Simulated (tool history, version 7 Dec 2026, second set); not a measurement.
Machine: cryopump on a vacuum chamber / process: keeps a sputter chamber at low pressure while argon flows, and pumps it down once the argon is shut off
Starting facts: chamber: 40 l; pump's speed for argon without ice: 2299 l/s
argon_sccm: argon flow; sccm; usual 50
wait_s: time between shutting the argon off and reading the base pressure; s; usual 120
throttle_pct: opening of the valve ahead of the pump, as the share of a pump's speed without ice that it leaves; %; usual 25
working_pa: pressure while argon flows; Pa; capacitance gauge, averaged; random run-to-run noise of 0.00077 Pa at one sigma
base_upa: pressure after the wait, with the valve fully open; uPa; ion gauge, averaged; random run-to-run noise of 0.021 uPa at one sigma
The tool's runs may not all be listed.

run,hour,argon_sccm,wait_s,throttle_pct,working_pa,base_upa
1,0.0,50,120,25,0.1551,0.58
2,12.7,50,296,25,0.1553,0.39
3,30.4,50,296,25,0.1566,0.38
4,50.7,50,296,37,0.1080,0.36
5,70.4,50,296,37,0.1072,0.41
6,91.2,50,296,37,0.1079,0.35
7,113.6,50,120,25,0.1556,0.57
8,124.4,50,120,25,0.1552,0.60
9,133.7,50,120,25,0.1562,0.59
10,143.7,50,114,25,0.1570,0.60
11,164.7,50,114,25,0.1559,0.61
12,184.8,50,114,25,0.1575,0.65
13,200.3,50,114,25,0.1548,0.62
14,221.9,50,114,25,0.1569,0.59
15,241.4,50,149,25,0.1578,0.48
16,262.0,50,149,25,0.1570,0.53
17,271.7,50,149,25,0.1589,0.54
18,282.0,36,169,39,0.0760,0.51
19,300.4,36,169,39,0.0755,0.55
20,316.2,66,63,25,0.2093,0.94
21,333.0,66,139,25,0.2085,0.56
22,347.0,23,53,25,0.0727,1.05
23,359.9,23,53,25,0.0735,1.06
24,376.4,54,37,27,0.1601,1.42
25,386.7,47,73,27,0.1392,0.81
26,405.5,56,228,27,0.1669,0.47
27,427.4,56,228,27,0.1667,0.48
28,437.9,34,244,25,0.1100,0.43
29,458.3,34,244,25,0.1101,0.46
30,475.6,95,86,21,0.3605,0.82
31,494.0,26,24,21,0.0993,2.09
32,513.9,26,24,21,0.0990,2.05
33,532.9,37,114,21,0.1391,0.69
34,553.0,37,84,60,0.0553,0.84

A few steps of working_pa between consecutive runs. Split each: what settings, incoming material and random variation would produce without the hidden state, and what is left over for the hidden state, along with gauge scatter present in only one of the two compared results (measured, and without hidden state):
Unlogged tool condition in this case: pump's speed, % of a pump's without ice; cold plate's temperature, K; leak into the chamber, uPa l/s; drift of the gauge itself on working_pa, %; drift of the gauge itself on base_upa, %.
Run 21 -> 22: argon_sccm 66 -> 23, wait_s 139 -> 53. working_pa -0.1358 Pa: hidden state -0.0096, all else -0.1262.
Run 29 -> 30: argon_sccm 34 -> 95, wait_s 244 -> 86, throttle_pct 25 -> 21. working_pa +0.2504 Pa: hidden state +0.0164, all else +0.2340.
Run 30 -> 31: argon_sccm 95 -> 26, wait_s 86 -> 24. working_pa -0.2612 Pa: hidden state -0.0183, all else -0.2429.
